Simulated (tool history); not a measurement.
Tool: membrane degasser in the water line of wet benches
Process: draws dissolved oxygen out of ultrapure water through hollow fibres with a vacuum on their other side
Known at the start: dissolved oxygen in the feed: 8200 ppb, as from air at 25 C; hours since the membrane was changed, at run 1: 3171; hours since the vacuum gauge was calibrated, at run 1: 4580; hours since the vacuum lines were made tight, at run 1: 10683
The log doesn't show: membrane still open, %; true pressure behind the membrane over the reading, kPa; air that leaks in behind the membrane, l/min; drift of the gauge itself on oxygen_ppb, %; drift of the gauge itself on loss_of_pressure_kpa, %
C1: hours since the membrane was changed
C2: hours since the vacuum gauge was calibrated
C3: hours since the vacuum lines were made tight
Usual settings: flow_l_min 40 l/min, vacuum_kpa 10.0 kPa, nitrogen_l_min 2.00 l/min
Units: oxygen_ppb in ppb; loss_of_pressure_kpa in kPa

{"run": 1, "hour": 0.0, "flow_l_min": 40, "vacuum_kpa": 10.0, "nitrogen_l_min": 2.0, "C1": 3171, "C2": 4580, "C3": 10683, "oxygen_ppb": 300.2, "loss_of_pressure_kpa": 43.42}
{"run": 2, "hour": 107.6, "flow_l_min": 40, "vacuum_kpa": 10.0, "nitrogen_l_min": 2.0, "C1": 3279, "C2": 4687, "C3": 10790, "oxygen_ppb": 301.8, "loss_of_pressure_kpa": 43.48}
{"run": 3, "hour": 275.2, "flow_l_min": 40, "vacuum_kpa": 10.0, "nitrogen_l_min": 2.0, "C1": 3446, "C2": 4855, "C3": 10958, "oxygen_ppb": 302.5, "loss_of_pressure_kpa": 43.28}
{"run": 4, "hour": 424.7, "flow_l_min": 40, "vacuum_kpa": 10.0, "nitrogen_l_min": 2.0, "C1": 3596, "C2": 5004, "C3": 11108, "oxygen_ppb": 302.4, "loss_of_pressure_kpa": 43.28}
{"run": 5, "hour": 495.6, "flow_l_min": 40, "vacuum_kpa": 10.0, "nitrogen_l_min": 2.0, "C1": 3667, "C2": 5075, "C3": 11178, "oxygen_ppb": 302.3, "loss_of_pressure_kpa": 43.42}
{"run": 6, "hour": 626.4, "flow_l_min": 40, "vacuum_kpa": 10.0, "nitrogen_l_min": 2.0, "C1": 3798, "C2": 5206, "C3": 11309, "oxygen_ppb": 301.9, "loss_of_pressure_kpa": 43.31}
{"run": 7, "hour": 747.0, "flow_l_min": 40, "vacuum_kpa": 10.0, "nitrogen_l_min": 2.0, "C1": 3918, "C2": 5327, "C3": 11430, "oxygen_ppb": 301.9, "loss_of_pressure_kpa": 43.39}
{"run": 8, "hour": 869.3, "flow_l_min": 40, "vacuum_kpa": 10.0, "nitrogen_l_min": 2.0, "C1": 4041, "C2": 5449, "C3": 11552, "oxygen_ppb": 303.6, "loss_of_pressure_kpa": 43.2}
{"run": 9, "hour": 982.8, "flow_l_min": 57, "vacuum_kpa": 10.0, "nitrogen_l_min": 2.0, "C1": 4154, "C2": 5563, "C3": 11666, "oxygen_ppb": 413.1, "loss_of_pressure_kpa": 61.69}
{"hour": 1105.0, "done": "seals of the vacuum lines changed"}
{"run": 10, "hour": 1122.3, "flow_l_min": 40, "vacuum_kpa": 10.0, "nitrogen_l_min": 2.0, "C1": 4292, "C2": 5700, "C3": 17, "oxygen_ppb": 303.0, "loss_of_pressure_kpa": 43.13}
{"run": 11, "hour": 1247.6, "flow_l_min": 40, "vacuum_kpa": 10.0, "nitrogen_l_min": 2.0, "C1": 4417, "C2": 5825, "C3": 143, "oxygen_ppb": 303.9, "loss_of_pressure_kpa": 43.24}
{"run": 12, "hour": 1327.6, "flow_l_min": 40, "vacuum_kpa": 10.0, "nitrogen_l_min": 2.0, "C1": 4497, "C2": 5905, "C3": 223, "oxygen_ppb": 303.5, "loss_of_pressure_kpa": 43.42}
{"run": 13, "hour": 1421.5, "flow_l_min": 40, "vacuum_kpa": 10.0, "nitrogen_l_min": 2.0, "C1": 4591, "C2": 5999, "C3": 316, "oxygen_ppb": 304.8, "loss_of_pressure_kpa": 43.37}
{"run": 14, "hour": 1590.0, "flow_l_min": 28, "vacuum_kpa": 10.0, "nitrogen_l_min": 2.0, "C1": 4759, "C2": 6168, "C3": 485, "oxygen_ppb": 219.8, "loss_of_pressure_kpa": 30.19}
{"run": 15, "hour": 1742.7, "flow_l_min": 28, "vacuum_kpa": 10.0, "nitrogen_l_min": 2.0, "C1": 4912, "C2": 6320, "C3": 638, "oxygen_ppb": 220.3, "loss_of_pressure_kpa": 30.27}
{"run": 16, "hour": 1841.9, "flow_l_min": 55, "vacuum_kpa": 10.0, "nitrogen_l_min": 2.0, "C1": 5011, "C2": 6420, "C3": 737, "oxygen_ppb": 402.8, "loss_of_pressure_kpa": 59.27}
{"run": 17, "hour": 1984.6, "flow_l_min": 34, "vacuum_kpa": 15.2, "nitrogen_l_min": 2.0, "C1": 5154, "C2": 6562, "C3": 880, "oxygen_ppb": 448.1, "loss_of_pressure_kpa": 36.8}
{"run": 18, "hour": 2128.1, "flow_l_min": 34, "vacuum_kpa": 15.2, "nitrogen_l_min": 2.0, "C1": 5297, "C2": 6706, "C3": 1023, "oxygen_ppb": 450.2, "loss_of_pressure_kpa": 36.8}
{"run": 19, "hour": 2222.0, "flow_l_min": 35, "vacuum_kpa": 10.0, "nitrogen_l_min": 1.69, "C1": 5391, "C2": 6800, "C3": 1117, "oxygen_ppb": 312.2, "loss_of_pressure_kpa": 37.78}
{"run": 20, "hour": 2363.8, "flow_l_min": 35, "vacuum_kpa": 10.0, "nitrogen_l_min": 1.69, "C1": 5533, "C2": 6942, "C3": 1259, "oxygen_ppb": 312.5, "loss_of_pressure_kpa": 37.7}
{"run": 21, "hour": 2464.5, "flow_l_min": 43, "vacuum_kpa": 12.7, "nitrogen_l_min": 1.69, "C1": 5634, "C2": 7042, "C3": 1359, "oxygen_ppb": 511.8, "loss_of_pressure_kpa": 46.34}
{"run": 22, "hour": 2536.1, "flow_l_min": 27, "vacuum_kpa": 21.1, "nitrogen_l_min": 2.0, "C1": 5705, "C2": 7114, "C3": 1431, "oxygen_ppb": 534.8, "loss_of_pressure_kpa": 29.37}
{"run": 23, "hour": 2629.2, "flow_l_min": 59, "vacuum_kpa": 6.3, "nitrogen_l_min": 4.19, "C1": 5798, "C2": 7207, "C3": 1524, "oxygen_ppb": 118.9, "loss_of_pressure_kpa": 63.96}
{"run": 24, "hour": 2720.7, "flow_l_min": 31, "vacuum_kpa": 11.2, "nitrogen_l_min": 4.19, "C1": 5890, "C2": 7298, "C3": 1616, "oxygen_ppb": 146.2, "loss_of_pressure_kpa": 33.58}
{"run": 25, "hour": 2874.9, "flow_l_min": 40, "vacuum_kpa": 10.0, "nitrogen_l_min": 2.6, "C1": 6044, "C2": 7453, "C3": 1770, "oxygen_ppb": 244.3, "loss_of_pressure_kpa": 43.41}
{"run": 26, "hour": 3029.9, "flow_l_min": 32, "vacuum_kpa": 11.5, "nitrogen_l_min": 0.96, "C1": 6199, "C2": 7608, "C3": 1925, "oxygen_ppb": 556.0, "loss_of_pressure_kpa": 34.61}

Hidden state at the last listed run before each entry between runs and at the first one after, where it differs:
Between runs 9 and 10: seals of the vacuum lines changed (hour 1105.0)
  air that leaks in behind the membrane, l/min: 0.0028 -> 0.002; drift of the gauge itself on oxygen_ppb, %: 0.54 -> 0.61
  measured less the result without the state, oxygen_ppb: +2.5 -> +2.1 ppb
